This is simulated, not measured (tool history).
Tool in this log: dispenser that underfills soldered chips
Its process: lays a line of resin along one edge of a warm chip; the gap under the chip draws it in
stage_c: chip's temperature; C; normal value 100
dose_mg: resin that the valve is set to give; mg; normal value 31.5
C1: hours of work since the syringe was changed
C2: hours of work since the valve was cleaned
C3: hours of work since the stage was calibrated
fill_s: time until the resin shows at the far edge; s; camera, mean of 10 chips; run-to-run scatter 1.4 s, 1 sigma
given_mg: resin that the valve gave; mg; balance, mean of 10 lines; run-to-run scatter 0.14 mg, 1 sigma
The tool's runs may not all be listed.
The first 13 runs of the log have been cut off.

{"run": 14, "hour": 62.2, "stage_c": 113, "dose_mg": 31.5, "C1": 4, "C2": 47, "C3": 145, "fill_s": 120.1, "given_mg": 30.1}
{"hour": 66.5, "done": "new syringe of resin"}
{"run": 15, "hour": 69.0, "stage_c": 113, "dose_mg": 31.5, "C1": 2, "C2": 51, "C3": 149, "fill_s": 103.5, "given_mg": 30.11}
{"run": 16, "hour": 72.1, "stage_c": 113, "dose_mg": 31.5, "C1": 3, "C2": 53, "C3": 151, "fill_s": 118.2, "given_mg": 30.05}
{"hour": 76.6, "done": "new syringe of resin"}
{"run": 17, "hour": 78.4, "stage_c": 103, "dose_mg": 31.5, "C1": 1, "C2": 56, "C3": 155, "fill_s": 137.9, "given_mg": 29.57}
{"run": 18, "hour": 82.1, "stage_c": 103, "dose_mg": 31.5, "C1": 3, "C2": 58, "C3": 157, "fill_s": 164.3, "given_mg": 29.97}
{"hour": 86.8, "done": "new syringe of resin"}
{"run": 19, "hour": 88.2, "stage_c": 100, "dose_mg": 31.5, "C1": 1, "C2": 62, "C3": 161, "fill_s": 149.0, "given_mg": 29.54}
{"run": 20, "hour": 92.8, "stage_c": 102, "dose_mg": 31.5, "C1": 4, "C2": 65, "C3": 163, "fill_s": 172.3, "given_mg": 29.65}
{"hour": 97.0, "done": "new syringe of resin"}
{"run": 21, "hour": 97.2, "stage_c": 102, "dose_mg": 27.7, "C1": 0, "C2": 67, "C3": 166, "fill_s": 138.5, "given_mg": 26.02}
{"run": 22, "hour": 103.3, "stage_c": 102, "dose_mg": 27.7, "C1": 4, "C2": 71, "C3": 170, "fill_s": 182.4, "given_mg": 25.83}
{"hour": 107.0, "done": "new syringe of resin"}
{"run": 23, "hour": 109.6, "stage_c": 102, "dose_mg": 27.7, "C1": 2, "C2": 75, "C3": 173, "fill_s": 155.7, "given_mg": 25.67}
{"run": 24, "hour": 114.4, "stage_c": 100, "dose_mg": 40.6, "C1": 5, "C2": 78, "C3": 176, "fill_s": 193.2, "given_mg": 37.94}
{"hour": 117.3, "done": "new syringe of resin"}
{"run": 25, "hour": 120.8, "stage_c": 101, "dose_mg": 33.6, "C1": 2, "C2": 81, "C3": 180, "fill_s": 163.4, "given_mg": 31.07}
{"run": 26, "hour": 124.5, "stage_c": 89, "dose_mg": 34.4, "C1": 4, "C2": 84, "C3": 182, "fill_s": 292.0, "given_mg": 31.96}
{"hour": 127.3, "done": "new syringe of resin"}
{"run": 27, "hour": 128.1, "stage_c": 94, "dose_mg": 35.0, "C1": 0, "C2": 86, "C3": 184, "fill_s": 174.6, "given_mg": 32.25}
{"run": 28, "hour": 133.1, "stage_c": 94, "dose_mg": 35.0, "C1": 4, "C2": 89, "C3": 187, "fill_s": 224.3, "given_mg": 32.22}
{"hour": 137.5, "done": "new syringe of resin"}
{"run": 29, "hour": 139.3, "stage_c": 94, "dose_mg": 35.0, "C1": 1, "C2": 92, "C3": 191, "fill_s": 183.3, "given_mg": 32.1}
{"run": 30, "hour": 143.4, "stage_c": 89, "dose_mg": 40.9, "C1": 4, "C2": 95, "C3": 194, "fill_s": 257.7, "given_mg": 37.16}
{"hour": 147.6, "done": "new syringe of resin"}
{"run": 31, "hour": 147.6, "stage_c": 100, "dose_mg": 32.2, "C1": 0, "C2": 97, "C3": 196, "fill_s": 139.9, "given_mg": 29.62}
{"run": 32, "hour": 151.2, "stage_c": 104, "dose_mg": 34.6, "C1": 2, "C2": 99, "C3": 198, "fill_s": 136.7, "given_mg": 31.49}
{"run": 33, "hour": 153.8, "stage_c": 99, "dose_mg": 40.0, "C1": 4, "C2": 101, "C3": 200, "fill_s": 186.9, "given_mg": 36.45}
{"hour": 157.6, "done": "new syringe of resin"}
{"run": 34, "hour": 157.9, "stage_c": 95, "dose_mg": 40.5, "C1": 0, "C2": 103, "C3": 202, "fill_s": 166.0, "given_mg": 36.63}
{"run": 35, "hour": 163.6, "stage_c": 95, "dose_mg": 40.5, "C1": 4, "C2": 107, "C3": 206, "fill_s": 214.8, "given_mg": 36.82}
{"run": 36, "hour": 166.5, "stage_c": 95, "dose_mg": 33.2, "C1": 5, "C2": 109, "C3": 207, "fill_s": 254.5, "given_mg": 29.94}
{"hour": 167.9, "done": "new syringe of resin"}
{"run": 37, "hour": 170.3, "stage_c": 95, "dose_mg": 33.2, "C1": 1, "C2": 111, "C3": 209, "fill_s": 187.8, "given_mg": 29.7}

What if the next run were any one of these 3? Each begins from the tool's condition after run 37:
{"run": "A", "hour": 174.9, "stage_c": 94, "dose_mg": 34.8, "C1": 4, "C2": 113, "C3": 212, "fill_s": "?", "given_mg": "?"}
{"run": "B", "hour": 174.9, "stage_c": 105, "dose_mg": 36.2, "C1": 4, "C2": 113, "C3": 212, "fill_s": "?", "given_mg": "?"}
{"run": "C", "hour": 174.9, "stage_c": 94, "dose_mg": 33.2, "C1": 4, "C2": 113, "C3": 212, "fill_s": "?", "given_mg": "?"}

run=A fill_s=234.8 given_mg=31.28
run=B fill_s=161.7 given_mg=32.33
run=C fill_s=238.6 given_mg=29.78
Stripped of hidden state, with their random variation kept, the same runs would have yielded:
run=A fill_s=162.3 given_mg=34.86
run=B fill_s=112.3 given_mg=36.04
run=C fill_s=164.3 given_mg=33.19
